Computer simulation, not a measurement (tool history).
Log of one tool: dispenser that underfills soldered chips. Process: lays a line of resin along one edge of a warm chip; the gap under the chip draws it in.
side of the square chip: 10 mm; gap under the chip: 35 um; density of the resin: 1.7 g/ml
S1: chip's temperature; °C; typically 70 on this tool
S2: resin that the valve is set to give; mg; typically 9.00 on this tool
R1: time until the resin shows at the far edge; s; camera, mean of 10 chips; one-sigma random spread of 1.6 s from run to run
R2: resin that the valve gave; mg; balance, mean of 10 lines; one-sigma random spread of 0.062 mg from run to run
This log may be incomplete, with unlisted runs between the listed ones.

run 1 hour=0.0 | S1=70 S2=9.00 | R1=195.8 R2=8.82
run 2 hour=4.3 | S1=70 S2=8.32 | R1=246.8 R2=8.19
-- hour=5.5 new syringe of resin
run 3 hour=8.3 | S1=70 S2=8.32 | R1=192.8 R2=8.09
run 4 hour=12.5 | S1=70 S2=8.32 | R1=238.4 R2=8.14
-- hour=14.3 new syringe of resin
run 5 hour=17.9 | S1=70 S2=8.32 | R1=197.3 R2=8.18
run 6 hour=21.6 | S1=70 S2=8.32 | R1=235.2 R2=8.04
-- hour=23.1 new syringe of resin
run 7 hour=25.5 | S1=70 S2=8.32 | R1=184.8 R2=8.05
run 8 hour=29.3 | S1=70 S2=9.61 | R1=218.8 R2=9.30
-- hour=31.9 new syringe of resin
run 9 hour=32.4 | S1=70 S2=9.61 | R1=171.4 R2=9.39
run 10 hour=37.9 | S1=70 S2=9.61 | R1=224.8 R2=9.12
-- hour=40.7 new syringe of resin
run 11 hour=41.7 | S1=57 S2=9.00 | R1=296.9 R2=8.64
run 12 hour=46.0 | S1=70 S2=9.17 | R1=218.3 R2=8.69
-- hour=49.6 new syringe of resin
run 13 hour=52.3 | S1=70 S2=9.17 | R1=189.7 R2=8.80
run 14 hour=57.3 | S1=70 S2=9.17 | R1=241.5 R2=8.64
-- hour=58.5 new syringe of resin
run 15 hour=61.1 | S1=70 S2=9.00 | R1=192.8 R2=8.41
run 16 hour=66.7 | S1=70 S2=9.00 | R1=253.1 R2=8.48
-- hour=67.4 new syringe of resin
run 17 hour=70.5 | S1=70 S2=9.00 | R1=192.5 R2=8.38
run 18 hour=73.6 | S1=70 S2=9.00 | R1=226.4 R2=8.46
-- hour=76.4 new syringe of resin
run 19 hour=78.3 | S1=62 S2=9.50 | R1=252.3 R2=8.77
run 20 hour=83.7 | S1=74 S2=9.13 | R1=206.0 R2=8.52
-- hour=85.6 new syringe of resin
run 21 hour=89.8 | S1=68 S2=9.92 | R1=222.0 R2=9.17
-- hour=94.5 new syringe of resin
run 22 hour=94.7 | S1=71 S2=10.21 | R1=161.7 R2=9.54
run 23 hour=98.1 | S1=76 S2=8.22 | R1=165.8 R2=7.51
-- hour=103.4 new syringe of resin
run 24 hour=103.6 | S1=58 S2=9.58 | R1=281.1 R2=8.81
run 25 hour=108.3 | S1=61 S2=10.18 | R1=303.8 R2=9.43
-- hour=112.3 new syringe of resin
run 26 hour=113.9 | S1=67 S2=8.44 | R1=213.6 R2=7.79
run 27 hour=118.6 | S1=75 S2=8.55 | R1=196.1 R2=7.86
-- hour=121.3 new syringe of resin
run 28 hour=124.5 | S1=77 S2=8.55 | R1=157.8 R2=7.74
run 29 hour=127.3 | S1=84 S2=9.86 | R1=132.9 R2=8.97
-- hour=130.2 new syringe of resin
run 30 hour=130.9 | S1=64 S2=10.28 | R1=222.6 R2=9.50
run 31 hour=136.1 | S1=64 S2=10.28 | R1=285.4 R2=9.34
-- hour=139.0 new syringe of resin
run 32 hour=139.4 | S1=70 S2=11.29 | R1=168.4 R2=10.23
-- hour=144.0 dispensing valve cleaned and set on the balance
run 33 hour=145.9 | S1=76 S2=7.79 | R1=179.5 R2=7.80
-- hour=149.0 new syringe of resin
run 34 hour=152.0 | S1=77 S2=8.03 | R1=154.3 R2=7.92

5 ways to go on from here, each from the tool as it stands after run 34. What would each give?
run A hour=155.7 | S1=74 S2=9.12 | R1=? R2=?
run B hour=155.7 | S1=74 S2=9.41 | R1=? R2=?
run C hour=155.7 | S1=60 S2=9.00 | R1=? R2=?
run D hour=155.7 | S1=62 S2=7.97 | R1=? R2=?
run E hour=155.7 | S1=60 S2=9.75 | R1=? R2=?

run=A R1=203.4 R2=9.15
run=B R1=198.8 R2=9.31
run=C R1=347.6 R2=8.95
run=D R1=339.1 R2=7.84
run=E R1=343.0 R2=9.66
With no hidden state in the tool, these same runs would have given:
run=A R1=139.3 R2=9.20
run=B R1=136.1 R2=9.37
run=C R1=236.8 R2=9.00
run=D R1=231.2 R2=7.89
run=E R1=233.7 R2=9.72
